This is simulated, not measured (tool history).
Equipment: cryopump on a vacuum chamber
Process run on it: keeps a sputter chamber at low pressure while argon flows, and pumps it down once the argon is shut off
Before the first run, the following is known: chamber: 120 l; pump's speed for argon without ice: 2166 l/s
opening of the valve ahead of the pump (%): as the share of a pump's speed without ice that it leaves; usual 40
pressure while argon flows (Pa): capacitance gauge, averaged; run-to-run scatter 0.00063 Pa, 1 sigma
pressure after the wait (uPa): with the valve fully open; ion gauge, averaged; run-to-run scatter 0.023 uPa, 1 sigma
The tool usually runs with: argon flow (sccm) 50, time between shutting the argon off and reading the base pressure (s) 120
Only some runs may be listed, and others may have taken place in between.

run    hour  argon flow (sccm)  time between shutting the argon off and reading the base pressure (s)  opening of the valve ahead of the pump (%)  pressure while argon flows (Pa)  pressure after the wait (uPa)
  1     0.0                 50                                                                    120                                          40                           0.1024                           1.33
  2    50.8                 50                                                                    120                                          40                           0.1041                           1.38
  3    89.9                 50                                                                    120                                          40                           0.1051                           1.40
  4   120.5                 50                                                                    120                                          40                           0.1041                           1.45
  5   156.4                 50                                                                    120                                          40                           0.1055                           1.44
  6   192.1                 50                                                                    120                                          40                           0.1071                           1.48
  7   230.3                 50                                                                    120                                          40                           0.1045                           1.42
  8   256.1                 50                                                                    120                                          40                           0.1061                           1.44
  9   305.7                 50                                                                    120                                          22                           0.1858                           1.49
 10   331.6                 50                                                                    120                                          22                           0.1859                           1.52
 11   381.4                 50                                                                    120                                          40                           0.1085                           1.51
 12   416.4                 50                                                                    120                                          37                           0.1156                           1.50
 13   440.3                 50                                                                    120                                          25                           0.1675                           1.55
 14   489.9                 28                                                                    120                                          40                           0.0612                           1.59
 15   522.5                 52                                                                    120                                          40                           0.1127                           1.52
 16   548.0                 50                                                                    120                                          16                           0.2573                           1.60
 17   593.3                 50                                                                    120                                          16                           0.2562                           1.61
 18   638.0                 20                                                                    120                                          16                           0.1034                           1.67
 19   678.7                 20                                                                    120                                          16                           0.0986                           1.34
 20   708.1                 50                                                                    108                                          50                           0.0788                           1.49
 21   735.8                 21                                                                     49                                          15                           0.1086                           2.24
 22   765.1                 59                                                                     52                                          26                           0.1800                           2.12
 23   790.5                 34                                                                    120                                          17                           0.1580                           1.46
 24   822.2                 50                                                                     28                                          35                           0.1131                           3.18
 25   852.2                 53                                                                    120                                          16                           0.2608                           0.70
 26   884.8                 24                                                                     50                                          18                           0.1055                           1.51
 27   923.1                 50                                                                    128                                          48                           0.0841                           0.68
 28   968.3                 24                                                                    120                                          44                           0.0454                           0.76
 29   996.7                 24                                                                    120                                          44                           0.0449                           0.76
 30  1046.1                 36                                                                     93                                          20                           0.1442                           0.98
 31  1067.6                 36                                                                     93                                          20                           0.1450                           0.94
 32  1116.7                 58                                                                     89                                          16                           0.2861                           0.95
 33  1143.3                 94                                                                    120                                          40                           0.1921                           0.77
 34  1184.9                 66                                                                    167                                          28                           0.1919                           0.63

Put back what was entered between runs (2 entries, withheld): which listed runs does each sit between, and how does the hidden state differ from the listed run before to the listed run after?
In the gap between runs 18 and 19: pump warmed up, emptied and cooled again (hour 664.9)
  pump's speed, % of a pump's without ice: 74 -> 98.9; leak into the chamber, uPa l/s: 1713 -> 1724
  what was measured, less what the result would be without the hidden state, pressure while argon flows (Pa): +0.0057 -> +0.0003; pressure after the wait (uPa): +0.96 -> +0.66
In the gap between runs 24 and 25: leaking fittings of the chamber tightened, without venting (hour 852.2)
  pump's speed, % of a pump's without ice: 95.6 -> 95; leak into the chamber, uPa l/s: 1770 -> 321
  what was measured, less what the result would be without the hidden state, pressure while argon flows (Pa): +0.0022 -> +0.0026; pressure after the wait (uPa): +0.70 -> +0.01
